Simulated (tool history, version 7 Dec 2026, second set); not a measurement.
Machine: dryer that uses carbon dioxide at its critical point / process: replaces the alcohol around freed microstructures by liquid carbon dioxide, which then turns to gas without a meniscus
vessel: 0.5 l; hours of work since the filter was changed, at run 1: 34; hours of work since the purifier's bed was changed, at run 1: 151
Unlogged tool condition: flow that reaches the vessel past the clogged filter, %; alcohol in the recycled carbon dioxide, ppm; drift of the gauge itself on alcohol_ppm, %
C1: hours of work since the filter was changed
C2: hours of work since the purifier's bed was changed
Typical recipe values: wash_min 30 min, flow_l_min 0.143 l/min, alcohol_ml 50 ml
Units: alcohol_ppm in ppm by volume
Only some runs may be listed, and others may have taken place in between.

run 1 day=0 | wash_min=30 flow_l_min=0.143 alcohol_ml=50 | C1=34 C2=151 | alcohol_ppm=75
run 2 day=0.5 | wash_min=30 flow_l_min=0.143 alcohol_ml=50 | C1=40 C2=157 | alcohol_ppm=82
run 3 day=0.929 | wash_min=30 flow_l_min=0.143 alcohol_ml=50 | C1=45 C2=162 | alcohol_ppm=86
run 4 day=1.517 | wash_min=30 flow_l_min=0.143 alcohol_ml=50 | C1=52 C2=169 | alcohol_ppm=88
run 5 day=1.908 | wash_min=30 flow_l_min=0.143 alcohol_ml=50 | C1=57 C2=173 | alcohol_ppm=99
run 6 day=2.283 | wash_min=30 flow_l_min=0.143 alcohol_ml=50 | C1=61 C2=178 | alcohol_ppm=93
run 7 day=2.662 | wash_min=30 flow_l_min=0.188 alcohol_ml=50 | C1=65 C2=182 | alcohol_ppm=46
run 8 day=3.138 | wash_min=30 flow_l_min=0.166 alcohol_ml=50 | C1=71 C2=188 | alcohol_ppm=64
run 9 day=3.704 | wash_min=30 flow_l_min=0.143 alcohol_ml=50 | C1=77 C2=194 | alcohol_ppm=97
run 10 day=4.1 | wash_min=30 flow_l_min=0.143 alcohol_ml=50 | C1=82 C2=199 | alcohol_ppm=93
run 11 day=4.567 | wash_min=30 flow_l_min=0.143 alcohol_ml=50 | C1=87 C2=204 | alcohol_ppm=104
run 12 day=5.062 | wash_min=30 flow_l_min=0.143 alcohol_ml=50 | C1=93 C2=210 | alcohol_ppm=109
run 13 day=5.321 | wash_min=30 flow_l_min=0.176 alcohol_ml=50 | C1=96 C2=213 | alcohol_ppm=55
run 14 day=5.738 | wash_min=40 flow_l_min=0.115 alcohol_ml=103 | C1=101 C2=218 | alcohol_ppm=107
run 15 day=6.188 | wash_min=40 flow_l_min=0.115 alcohol_ml=103 | C1=106 C2=223 | alcohol_ppm=104
run 16 day=6.642 | wash_min=40 flow_l_min=0.115 alcohol_ml=103 | C1=111 C2=228 | alcohol_ppm=120
run 17 day=6.879 | wash_min=40 flow_l_min=0.115 alcohol_ml=103 | C1=114 C2=231 | alcohol_ppm=124
run 18 day=7.438 | wash_min=40 flow_l_min=0.115 alcohol_ml=103 | C1=121 C2=237 | alcohol_ppm=109
run 19 day=8.008 | wash_min=33 flow_l_min=0.208 alcohol_ml=92 | C1=127 C2=244 | alcohol_ppm=60
run 20 day=8.292 | wash_min=33 flow_l_min=0.17 alcohol_ml=24 | C1=131 C2=247 | alcohol_ppm=69
run 21 day=8.646 | wash_min=33 flow_l_min=0.17 alcohol_ml=24 | C1=135 C2=251 | alcohol_ppm=60
run 22 day=9.192 | wash_min=33 flow_l_min=0.17 alcohol_ml=24 | C1=141 C2=258 | alcohol_ppm=66
run 23 day=9.642 | wash_min=33 flow_l_min=0.17 alcohol_ml=24 | C1=146 C2=263 | alcohol_ppm=64
run 24 day=10.208 | wash_min=33 flow_l_min=0.17 alcohol_ml=24 | C1=153 C2=270 | alcohol_ppm=63

Consider 5 possible next runs. They are alternatives, not a sequence: every one starts from the tool as it was left by run 24. What does each give?
run A day=10.738 | wash_min=25 flow_l_min=0.111 alcohol_ml=79 | C1=159 C2=276 | alcohol_ppm=?
run B day=10.738 | wash_min=28 flow_l_min=0.143 alcohol_ml=48 | C1=159 C2=276 | alcohol_ppm=?
run C day=10.738 | wash_min=19 flow_l_min=0.208 alcohol_ml=50 | C1=159 C2=276 | alcohol_ppm=?
run D day=10.738 | wash_min=30 flow_l_min=0.143 alcohol_ml=64 | C1=159 C2=276 | alcohol_ppm=?
run E day=10.738 | wash_min=34 flow_l_min=0.143 alcohol_ml=50 | C1=159 C2=276 | alcohol_ppm=?

run=A alcohol_ppm=1326
run=B alcohol_ppm=158
run=C alcohol_ppm=184
run=D alcohol_ppm=147
run=E alcohol_ppm=94
Without the tool's hidden state the same runs would have given:
run=A alcohol_ppm=1009
run=B alcohol_ppm=72
run=C alcohol_ppm=92
run=D alcohol_ppm=63
run=E alcohol_ppm=26
